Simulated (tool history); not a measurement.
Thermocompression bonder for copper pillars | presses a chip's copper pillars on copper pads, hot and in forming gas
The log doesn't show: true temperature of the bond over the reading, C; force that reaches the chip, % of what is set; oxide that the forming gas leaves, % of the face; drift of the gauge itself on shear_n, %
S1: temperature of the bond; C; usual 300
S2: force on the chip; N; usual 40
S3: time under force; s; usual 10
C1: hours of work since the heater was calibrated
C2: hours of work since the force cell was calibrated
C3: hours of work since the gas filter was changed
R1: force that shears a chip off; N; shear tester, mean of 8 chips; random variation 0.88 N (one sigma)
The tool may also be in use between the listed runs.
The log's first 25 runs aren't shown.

run     day   S1  S2  S3   C1    C2   C3    R1
     64.396  -- forming gas filter changed
     64.975  -- heater calibrated with a thermocouple chip
 26  65.988  298  40  14   18  1210   27  76.9
 27  67.642  300  40  19   48  1240   57  85.7
 28  70.029  300  40  19   91  1283  100  83.1
 29  72.250  300  40  19  131  1323  140  82.9
 30  74.858  300  40  19  178  1370  187  84.2
     75.354  -- forming gas filter changed
 31  78.350  273  53   9  241  1432   54  68.4
 32  80.433  273  53  11  278  1470   92  71.2
 33  83.588  273  53  11  335  1527  148  72.8

Forecast each of these 5 alternatives for the next run:
     86.283  -- forming gas filter changed
  A  86.371  322  40  14  385  1577   2   ?
     86.283  -- forming gas filter changed
  B  86.371  273  34  11  385  1577   2   ?
     86.283  -- forming gas filter changed
  C  86.371  295  35  18  385  1577   2   ?
     86.283  -- forming gas filter changed
  D  86.371  280  52  11  385  1577   2   ?
     86.283  -- forming gas filter changed
  E  86.371  273  24  11  385  1577   2   ?

run    R1
  A  90.6
  B  48.4
  C  72.7
  D  75.9
  E  32.5
Without the tool's hidden state the same runs would have given:
run    R1
  A  90.6
  B  48.3
  C  72.7
  D  75.8
  E  32.5

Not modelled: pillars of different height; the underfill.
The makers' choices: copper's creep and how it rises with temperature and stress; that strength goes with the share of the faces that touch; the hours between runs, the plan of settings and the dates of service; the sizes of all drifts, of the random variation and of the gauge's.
